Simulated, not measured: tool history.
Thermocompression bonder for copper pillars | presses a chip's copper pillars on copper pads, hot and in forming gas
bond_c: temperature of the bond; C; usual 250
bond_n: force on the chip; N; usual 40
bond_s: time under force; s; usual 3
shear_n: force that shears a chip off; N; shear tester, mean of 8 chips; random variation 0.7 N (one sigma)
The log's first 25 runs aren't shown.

run    hour  bond_c  bond_n  bond_s  shear_n
 26  1053.2     242      48       4     58.9
 27  1106.9     245      27       3       31
 28  1139.8     245      27       3     32.1
 29  1173.7     245      37       7       57
 30  1230.7     231      31       8     43.4
 31  1260.2     250      55       6     71.6
       1306  -- forming gas filter changed
 32  1312.7     222      35       4     35.6
 33  1363.5     273      40       3     63.7
 34  1406.6     244      52       8     74.6

Forecast run 35:
     1463.3  -- heater calibrated with a thermocouple chip
 35  1463.3     265      55       4        ?

{"run 35": {"shear_n": 71.7}}
Without the tool's hidden state the same run would have given shear_n 72 N.
